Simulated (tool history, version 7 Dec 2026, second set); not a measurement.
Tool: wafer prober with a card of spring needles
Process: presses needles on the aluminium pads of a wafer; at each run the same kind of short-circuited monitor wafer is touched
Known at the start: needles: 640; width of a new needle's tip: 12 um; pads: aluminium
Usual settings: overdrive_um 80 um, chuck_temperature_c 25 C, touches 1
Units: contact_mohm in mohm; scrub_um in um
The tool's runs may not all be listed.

{"run": 1, "hour": 0.0, "overdrive_um": 80, "chuck_temperature_c": 25, "touches": 1, "contact_mohm": 240, "scrub_um": 15.62}
{"hour": 13.1, "done": "tips cleaned on abrasive film"}
{"hour": 27.1, "done": "tips cleaned on abrasive film"}
{"hour": 41.1, "done": "tips cleaned on abrasive film"}
{"run": 2, "hour": 46.0, "overdrive_um": 80, "chuck_temperature_c": 25, "touches": 1, "contact_mohm": 239, "scrub_um": 15.47}
{"hour": 53.9, "done": "tips cleaned on abrasive film"}
{"hour": 67.4, "done": "tips cleaned on abrasive film"}
{"hour": 79.4, "done": "tips cleaned on abrasive film"}
{"run": 3, "hour": 79.4, "overdrive_um": 80, "chuck_temperature_c": 43, "touches": 1, "contact_mohm": 244, "scrub_um": 15.39}
{"hour": 90.8, "done": "tips cleaned on abrasive film"}
{"hour": 104.5, "done": "tips cleaned on abrasive film"}
{"run": 4, "hour": 114.8, "overdrive_um": 80, "chuck_temperature_c": 43, "touches": 1, "contact_mohm": 254, "scrub_um": 15.35}
{"hour": 117.7, "done": "tips cleaned on abrasive film"}
{"hour": 131.4, "done": "tips cleaned on abrasive film"}
{"run": 5, "hour": 142.2, "overdrive_um": 80, "chuck_temperature_c": 43, "touches": 1, "contact_mohm": 252, "scrub_um": 15.44}
{"hour": 145.1, "done": "tips cleaned on abrasive film"}
{"hour": 156.4, "done": "tips cleaned on abrasive film"}
{"hour": 169.9, "done": "tips cleaned on abrasive film"}
{"hour": 183.9, "done": "tips cleaned on abrasive film"}
{"run": 6, "hour": 184.6, "overdrive_um": 80, "chuck_temperature_c": 25, "touches": 1, "contact_mohm": 243, "scrub_um": 15.36}
{"hour": 187.6, "done": "tips cleaned on abrasive film, once more"}
{"hour": 198.9, "done": "tips cleaned on abrasive film"}
{"hour": 212.8, "done": "tips cleaned on abrasive film"}
{"hour": 226.4, "done": "tips cleaned on abrasive film"}
{"run": 7, "hour": 232.6, "overdrive_um": 80, "chuck_temperature_c": 68, "touches": 1, "contact_mohm": 256, "scrub_um": 15.27}
{"hour": 238.3, "done": "tips cleaned on abrasive film"}
{"hour": 252.2, "done": "tips cleaned on abrasive film"}
{"run": 8, "hour": 255.8, "overdrive_um": 80, "chuck_temperature_c": 68, "touches": 1, "contact_mohm": 248, "scrub_um": 15.26}
{"hour": 264.3, "done": "tips cleaned on abrasive film"}
{"hour": 275.6, "done": "tips cleaned on abrasive film"}
{"hour": 289.3, "done": "tips cleaned on abrasive film"}
{"hour": 301.2, "done": "tips cleaned on abrasive film"}
{"run": 9, "hour": 301.2, "overdrive_um": 80, "chuck_temperature_c": 25, "touches": 1, "contact_mohm": 238, "scrub_um": 15.26}
{"hour": 309.9, "done": "height of the first contact set anew"}
{"hour": 315.6, "done": "tips cleaned on abrasive film"}
{"hour": 328.6, "done": "tips cleaned on abrasive film"}
{"run": 10, "hour": 335.1, "overdrive_um": 80, "chuck_temperature_c": 25, "touches": 1, "contact_mohm": 243, "scrub_um": 15.57}
{"hour": 340.6, "done": "tips cleaned on abrasive film"}
{"hour": 354.5, "done": "tips cleaned on abrasive film"}
{"hour": 368.1, "done": "tips cleaned on abrasive film"}
{"hour": 381.7, "done": "tips cleaned on abrasive film"}
{"run": 11, "hour": 382.6, "overdrive_um": 80, "chuck_temperature_c": 27, "touches": 1, "contact_mohm": 241, "scrub_um": 15.61}
{"hour": 395.7, "done": "tips cleaned on abrasive film"}
{"hour": 409.2, "done": "tips cleaned on abrasive film"}
{"hour": 421.9, "done": "tips cleaned on abrasive film"}
{"run": 12, "hour": 423.3, "overdrive_um": 80, "chuck_temperature_c": 27, "touches": 1, "contact_mohm": 239, "scrub_um": 15.48}
{"hour": 434.1, "done": "tips cleaned on abrasive film"}
{"hour": 447.6, "done": "tips cleaned on abrasive film"}
{"run": 13, "hour": 453.5, "overdrive_um": 63, "chuck_temperature_c": 25, "touches": 1, "contact_mohm": 245, "scrub_um": 12.17}
{"hour": 459.2, "done": "tips cleaned on abrasive film"}
{"hour": 470.6, "done": "tips cleaned on abrasive film"}
{"hour": 481.9, "done": "tips cleaned on abrasive film"}
{"hour": 496.0, "done": "tips cleaned on abrasive film"}
{"run": 14, "hour": 501.3, "overdrive_um": 80, "chuck_temperature_c": 25, "touches": 1, "contact_mohm": 245, "scrub_um": 15.43}
{"hour": 509.8, "done": "tips cleaned on abrasive film"}
{"hour": 521.2, "done": "tips cleaned on abrasive film"}
{"hour": 532.5, "done": "tips cleaned on abrasive film"}
{"hour": 545.7, "done": "tips cleaned on abrasive film"}
{"run": 15, "hour": 545.7, "overdrive_um": 69, "chuck_temperature_c": 39, "touches": 2, "contact_mohm": 242, "scrub_um": 13.39}
{"hour": 559.9, "done": "tips cleaned on abrasive film"}
{"hour": 573.8, "done": "tips cleaned on abrasive film"}
{"run": 16, "hour": 581.1, "overdrive_um": 80, "chuck_temperature_c": 25, "touches": 2, "contact_mohm": 241, "scrub_um": 15.37}
{"hour": 586.9, "done": "tips cleaned on abrasive film"}
{"hour": 600.9, "done": "tips cleaned on abrasive film"}
{"hour": 612.2, "done": "tips cleaned on abrasive film"}
{"run": 17, "hour": 622.2, "overdrive_um": 72, "chuck_temperature_c": 39, "touches": 2, "contact_mohm": 247, "scrub_um": 13.76}
{"hour": 625.1, "done": "tips cleaned on abrasive film"}
{"hour": 636.5, "done": "tips cleaned on abrasive film"}
{"hour": 650.2, "done": "tips cleaned on abrasive film"}
{"run": 18, "hour": 657.0, "overdrive_um": 88, "chuck_temperature_c": 39, "touches": 1, "contact_mohm": 244, "scrub_um": 16.86}
{"hour": 662.8, "done": "tips cleaned on abrasive film"}
{"hour": 676.9, "done": "tips cleaned on abrasive film"}
{"hour": 690.7, "done": "tips cleaned on abrasive film"}
{"hour": 693.5, "done": "height of the first contact set anew"}
{"hour": 703.5, "done": "tips cleaned on abrasive film"}
{"run": 19, "hour": 703.5, "overdrive_um": 75, "chuck_temperature_c": 43, "touches": 1, "contact_mohm": 242, "scrub_um": 14.66}
{"hour": 717.4, "done": "tips cleaned on abrasive film"}
{"run": 20, "hour": 727.3, "overdrive_um": 75, "chuck_temperature_c": 43, "touches": 1, "contact_mohm": 252, "scrub_um": 14.66}
{"hour": 730.2, "done": "tips cleaned on abrasive film"}
{"hour": 743.0, "done": "tips cleaned on abrasive film"}
{"hour": 756.5, "done": "tips cleaned on abrasive film"}
{"run": 21, "hour": 760.2, "overdrive_um": 75, "chuck_temperature_c": 43, "touches": 1, "contact_mohm": 249, "scrub_um": 14.61}
{"hour": 768.7, "done": "tips cleaned on abrasive film"}
{"hour": 782.7, "done": "tips cleaned on abrasive film"}
{"hour": 794.0, "done": "tips cleaned on abrasive film"}
{"run": 22, "hour": 800.9, "overdrive_um": 75, "chuck_temperature_c": 91, "touches": 2, "contact_mohm": 260, "scrub_um": 14.53}
{"hour": 806.6, "done": "tips cleaned on abrasive film"}
{"hour": 820.1, "done": "tips cleaned on abrasive film"}
{"hour": 833.5, "done": "tips cleaned on abrasive film"}
{"run": 23, "hour": 843.4, "overdrive_um": 74, "chuck_temperature_c": 119, "touches": 2, "contact_mohm": 268, "scrub_um": 14.27}
{"hour": 846.1, "done": "tips cleaned on abrasive film"}
{"hour": 859.9, "done": "tips cleaned on abrasive film"}
{"hour": 871.2, "done": "tips cleaned on abrasive film"}
{"hour": 882.6, "done": "tips cleaned on abrasive film"}
{"run": 24, "hour": 887.7, "overdrive_um": 74, "chuck_temperature_c": 94, "touches": 2, "contact_mohm": 257, "scrub_um": 14.43}
{"hour": 895.4, "done": "tips cleaned on abrasive film"}
{"hour": 906.8, "done": "tips cleaned on abrasive film"}
{"hour": 918.1, "done": "tips cleaned on abrasive film"}
{"run": 25, "hour": 919.8, "overdrive_um": 74, "chuck_temperature_c": 56, "touches": 2, "contact_mohm": 249, "scrub_um": 14.22}
{"hour": 930.5, "done": "tips cleaned on abrasive film"}
{"hour": 944.6, "done": "tips cleaned on abrasive film"}
{"run": 26, "hour": 955.1, "overdrive_um": 93, "chuck_temperature_c": 25, "touches": 1, "contact_mohm": 244, "scrub_um": 17.92}
{"hour": 958.0, "done": "tips cleaned on abrasive film"}
{"hour": 969.3, "done": "tips cleaned on abrasive film"}
{"hour": 982.5, "done": "tips cleaned on abrasive film"}
{"run": 27, "hour": 987.9, "overdrive_um": 93, "chuck_temperature_c": 25, "touches": 1, "contact_mohm": 241, "scrub_um": 18.01}
{"hour": 995.9, "done": "tips cleaned on abrasive film"}
{"hour": 1009.6, "done": "tips cleaned on abrasive film"}
{"hour": 1023.5, "done": "tips cleaned on abrasive film"}
{"run": 28, "hour": 1025.0, "overdrive_um": 68, "chuck_temperature_c": 25, "touches": 1, "contact_mohm": 241, "scrub_um": 12.91}

3 ways to go on from here, each from the tool as it stands after run 28. What would each give?
{"hour": 1036.2, "done": "tips cleaned on abrasive film"}
{"hour": 1048.0, "done": "tips cleaned on abrasive film"}
{"run": "A", "hour": 1048.0, "overdrive_um": 68, "chuck_temperature_c": 25, "touches": 2, "contact_mohm": "?", "scrub_um": "?"}
{"hour": 1036.2, "done": "tips cleaned on abrasive film"}
{"hour": 1048.0, "done": "tips cleaned on abrasive film"}
{"run": "B", "hour": 1048.0, "overdrive_um": 84, "chuck_temperature_c": 81, "touches": 2, "contact_mohm": "?", "scrub_um": "?"}
{"hour": 1036.2, "done": "tips cleaned on abrasive film"}
{"hour": 1048.0, "done": "tips cleaned on abrasive film"}
{"run": "C", "hour": 1048.0, "overdrive_um": 85, "chuck_temperature_c": 67, "touches": 1, "contact_mohm": "?", "scrub_um": "?"}

run=A contact_mohm=237 scrub_um=12.93
run=B contact_mohm=252 scrub_um=16.10
run=C contact_mohm=251 scrub_um=16.23
Without the tool's hidden state the same runs would have given:
run=A contact_mohm=236 scrub_um=13.29
run=B contact_mohm=252 scrub_um=16.47
run=C contact_mohm=250 scrub_um=16.59

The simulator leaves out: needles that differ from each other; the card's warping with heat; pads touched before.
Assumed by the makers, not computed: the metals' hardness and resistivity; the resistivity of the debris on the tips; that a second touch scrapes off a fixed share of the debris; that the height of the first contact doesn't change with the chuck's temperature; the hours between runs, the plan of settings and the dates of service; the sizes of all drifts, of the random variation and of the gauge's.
